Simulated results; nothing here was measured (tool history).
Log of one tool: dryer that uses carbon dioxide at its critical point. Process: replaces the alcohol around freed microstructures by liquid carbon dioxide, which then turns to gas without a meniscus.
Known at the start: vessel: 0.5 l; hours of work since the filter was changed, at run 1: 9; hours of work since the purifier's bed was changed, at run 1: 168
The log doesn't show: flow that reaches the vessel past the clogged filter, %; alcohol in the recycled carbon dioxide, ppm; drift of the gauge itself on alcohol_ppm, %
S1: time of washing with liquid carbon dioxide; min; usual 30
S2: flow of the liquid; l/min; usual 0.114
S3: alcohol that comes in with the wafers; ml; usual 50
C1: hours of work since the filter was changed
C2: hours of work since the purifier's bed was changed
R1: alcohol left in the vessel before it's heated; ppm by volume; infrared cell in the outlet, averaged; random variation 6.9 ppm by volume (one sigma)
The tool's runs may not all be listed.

run   hour  S1     S2   S3   C1   C2     R1
  1    0.0  30  0.114   50    9  168    352
  2   12.2  37  0.114   50   14  172    107
  3   19.2  30  0.114   50   16  174    347
  4   26.5  30  0.114   50   19  177    356
  5   32.0  30  0.114   50   21  179    366
  6   43.6  30  0.114   50   25  183    355
  7   55.7  30  0.114   50   29  187    347
  8   63.3  30  0.114   50   32  190    364
  9   72.2  33  0.114   50   35  193    220
 10   79.0  33  0.114   50   37  195    221
 11   87.1  30  0.114   80   40  198    583
 12   97.3  30  0.114   28   43  202    231
 13  110.2  30  0.114   28   48  206    216
 14  121.0  30  0.097   28   52  210    468
 15  127.5  30  0.097   28   54  212    468
 16  138.8  30  0.097   28   58  216    475
 17  151.7  30  0.097   28   62  221    477
 18  161.8  30  0.097   28   66  224    468
 19  174.1  30  0.070   28   70  229   1651
 20  180.8  30  0.070   28   73  231   1658
 21  191.5  30  0.070   28   76  235   1724
 22  201.8  30  0.070   28   80  238   1727
 23  207.3  30  0.070   28   82  240   1688
 24  212.7  19  0.099   68   84  242   6136
 25  218.4  19  0.099   68   86  244   6345
 26  227.0  30  0.091   57   89  247   1321
 27  233.8  30  0.121   50   91  249    300
 28  242.4  30  0.121   50   94  252    298
 29  254.5  20  0.084  107   98  257  13254
 30  260.9  19  0.081   48  101  259   7424
 31  266.9  19  0.121   89  103  261   4349
 32  279.0  21  0.129   55  107  265   1451
 33  290.4  36  0.089   37  111  269    412
 34  299.1  36  0.089   37  114  272    419
 35  307.3  30  0.170   57  117  275     64
 36  316.6  31  0.111   57  120  278    476
 37  324.3  42  0.102  112  123  281    247
 38  335.5  46  0.099   50  127  285     85
 39  347.7  46  0.099   50  131  289     88
 40  355.7  26  0.114   44  134  292    782

5 ways to go on from here, each from the tool as it stands after run 40. What would each give?
  A  362.4  47  0.165  44  136  294   ?
  B  362.4  27  0.162  50  136  294   ?
  C  362.4  30  0.165  50  136  294   ?
  D  362.4  26  0.114  35  136  294   ?
  E  362.4  33  0.136  72  136  294   ?

run   R1
  A   40
  B  144
  C   75
  D  627
  E  144
Without the tool's hidden state the same runs would have given:
run   R1
  A   12
  B   85
  C   33
  D  473
  E   83
